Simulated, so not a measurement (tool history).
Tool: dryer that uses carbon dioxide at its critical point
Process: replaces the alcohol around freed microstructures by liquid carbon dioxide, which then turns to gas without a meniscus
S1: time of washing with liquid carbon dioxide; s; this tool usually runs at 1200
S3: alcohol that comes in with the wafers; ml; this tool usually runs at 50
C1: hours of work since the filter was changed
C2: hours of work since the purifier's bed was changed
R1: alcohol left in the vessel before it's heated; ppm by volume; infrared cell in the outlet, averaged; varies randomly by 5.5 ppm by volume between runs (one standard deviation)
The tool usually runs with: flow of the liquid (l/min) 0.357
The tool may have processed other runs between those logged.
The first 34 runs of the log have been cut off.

{"run": 35, "hour": 272.9, "S1": 1740, "flow of the liquid (l/min)": 0.383, "S3": 118, "C1": 155, "C2": 225, "R1": 87}
{"run": 36, "hour": 284.0, "S1": 1740, "flow of the liquid (l/min)": 0.383, "S3": 118, "C1": 162, "C2": 232, "R1": 87}
{"run": 37, "hour": 292.1, "S1": 1140, "flow of the liquid (l/min)": 0.549, "S3": 55, "C1": 167, "C2": 237, "R1": 90}
{"run": 38, "hour": 299.7, "S1": 1140, "flow of the liquid (l/min)": 0.549, "S3": 55, "C1": 172, "C2": 241, "R1": 81}
{"run": 39, "hour": 306.1, "S1": 960, "flow of the liquid (l/min)": 0.357, "S3": 50, "C1": 176, "C2": 245, "R1": 763}
{"run": 40, "hour": 316.0, "S1": 960, "flow of the liquid (l/min)": 0.448, "S3": 57, "C1": 182, "C2": 251, "R1": 308}
{"run": 41, "hour": 320.9, "S1": 960, "flow of the liquid (l/min)": 0.448, "S3": 57, "C1": 185, "C2": 254, "R1": 313}
{"run": 42, "hour": 327.8, "S1": 960, "flow of the liquid (l/min)": 0.552, "S3": 33, "C1": 189, "C2": 259, "R1": 102}
{"run": 43, "hour": 334.8, "S1": 840, "flow of the liquid (l/min)": 0.517, "S3": 50, "C1": 193, "C2": 263, "R1": 256}
{"run": 44, "hour": 345.8, "S1": 840, "flow of the liquid (l/min)": 0.517, "S3": 50, "C1": 200, "C2": 270, "R1": 270}
{"run": 45, "hour": 356.4, "S1": 1200, "flow of the liquid (l/min)": 0.322, "S3": 34, "C1": 207, "C2": 276, "R1": 373}
{"run": 46, "hour": 364.5, "S1": 780, "flow of the liquid (l/min)": 0.313, "S3": 40, "C1": 212, "C2": 281, "R1": 2095}
{"run": 47, "hour": 369.3, "S1": 780, "flow of the liquid (l/min)": 0.296, "S3": 40, "C1": 215, "C2": 284, "R1": 2471}

What if the next run were any one of these 4? Each begins from the tool's condition after run 47:
{"run": "A", "hour": 374.4, "S1": 720, "flow of the liquid (l/min)": 0.433, "S3": 70, "C1": 218, "C2": 287, "R1": "?"}
{"run": "B", "hour": 374.4, "S1": 900, "flow of the liquid (l/min)": 0.528, "S3": 47, "C1": 218, "C2": 287, "R1": "?"}
{"run": "C", "hour": 374.4, "S1": 1140, "flow of the liquid (l/min)": 0.357, "S3": 59, "C1": 218, "C2": 287, "R1": "?"}
{"run": "D", "hour": 374.4, "S1": 780, "flow of the liquid (l/min)": 0.296, "S3": 51, "C1": 218, "C2": 287, "R1": "?"}

run=A R1=1513
run=B R1=184
run=C R1=469
run=D R1=3051
Had the tool no hidden state, the same runs would have come out as:
run=A R1=960
run=B R1=58
run=C R1=237
run=D R1=2230

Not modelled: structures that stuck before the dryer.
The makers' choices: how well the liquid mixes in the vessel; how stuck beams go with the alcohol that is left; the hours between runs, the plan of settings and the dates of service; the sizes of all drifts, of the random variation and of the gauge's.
